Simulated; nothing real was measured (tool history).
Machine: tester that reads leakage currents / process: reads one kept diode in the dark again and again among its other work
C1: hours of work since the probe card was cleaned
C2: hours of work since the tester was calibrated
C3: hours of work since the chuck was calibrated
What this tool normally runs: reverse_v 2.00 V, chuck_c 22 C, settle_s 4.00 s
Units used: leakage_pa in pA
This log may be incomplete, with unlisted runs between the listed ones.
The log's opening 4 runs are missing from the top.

{"run": 5, "hour": 350.0, "reverse_v": 2.0, "chuck_c": 22, "settle_s": 4.0, "C1": 684, "C2": 1375, "C3": 486, "leakage_pa": 58.51}
{"run": 6, "hour": 429.0, "reverse_v": 2.0, "chuck_c": 23, "settle_s": 4.0, "C1": 720, "C2": 1411, "C3": 521, "leakage_pa": 63.16}
{"run": 7, "hour": 541.1, "reverse_v": 2.0, "chuck_c": 23, "settle_s": 4.0, "C1": 770, "C2": 1461, "C3": 572, "leakage_pa": 63.24}
{"run": 8, "hour": 619.4, "reverse_v": 2.0, "chuck_c": 23, "settle_s": 4.0, "C1": 806, "C2": 1497, "C3": 608, "leakage_pa": 63.0}
{"run": 9, "hour": 683.1, "reverse_v": 2.0, "chuck_c": 22, "settle_s": 1.29, "C1": 835, "C2": 1526, "C3": 636, "leakage_pa": 58.05}
{"run": 10, "hour": 772.6, "reverse_v": 2.0, "chuck_c": 22, "settle_s": 1.29, "C1": 875, "C2": 1566, "C3": 677, "leakage_pa": 57.56}
{"run": 11, "hour": 859.0, "reverse_v": 2.0, "chuck_c": 22, "settle_s": 1.29, "C1": 914, "C2": 1605, "C3": 716, "leakage_pa": 57.44}
{"run": 12, "hour": 970.1, "reverse_v": 2.0, "chuck_c": 22, "settle_s": 1.29, "C1": 964, "C2": 1656, "C3": 766, "leakage_pa": 56.91}
{"run": 13, "hour": 1059.8, "reverse_v": 2.0, "chuck_c": 22, "settle_s": 7.56, "C1": 1005, "C2": 1696, "C3": 807, "leakage_pa": 56.14}
{"run": 14, "hour": 1127.2, "reverse_v": 1.27, "chuck_c": 22, "settle_s": 4.0, "C1": 1035, "C2": 1727, "C3": 837, "leakage_pa": 43.47}
{"run": 15, "hour": 1177.0, "reverse_v": 6.95, "chuck_c": 22, "settle_s": 4.0, "C1": 1058, "C2": 1749, "C3": 860, "leakage_pa": 114.17}
{"run": 16, "hour": 1233.8, "reverse_v": 6.95, "chuck_c": 22, "settle_s": 4.0, "C1": 1084, "C2": 1775, "C3": 886, "leakage_pa": 113.71}
{"run": 17, "hour": 1355.0, "reverse_v": 2.0, "chuck_c": 31, "settle_s": 4.0, "C1": 1139, "C2": 1830, "C3": 940, "leakage_pa": 115.03}
{"run": 18, "hour": 1428.8, "reverse_v": 2.0, "chuck_c": 31, "settle_s": 4.0, "C1": 1172, "C2": 1863, "C3": 974, "leakage_pa": 114.68}
{"hour": 1458.8, "done": "chuck's temperature calibrated"}
{"run": 19, "hour": 1516.2, "reverse_v": 4.93, "chuck_c": 31, "settle_s": 4.0, "C1": 1211, "C2": 1902, "C3": 26, "leakage_pa": 209.75}

For run 20, what comes out?
{"run": 20, "hour": 1572.3, "reverse_v": 1.74, "chuck_c": 21, "settle_s": 4.0, "C1": 1236, "C2": 1927, "C3": 51, "leakage_pa": "?"}

Run 20 yielded leakage_pa 52.83 pA.
With the hidden condition absent and the run-to-run variation left alone, this run would have shown leakage_pa 52.80 pA.
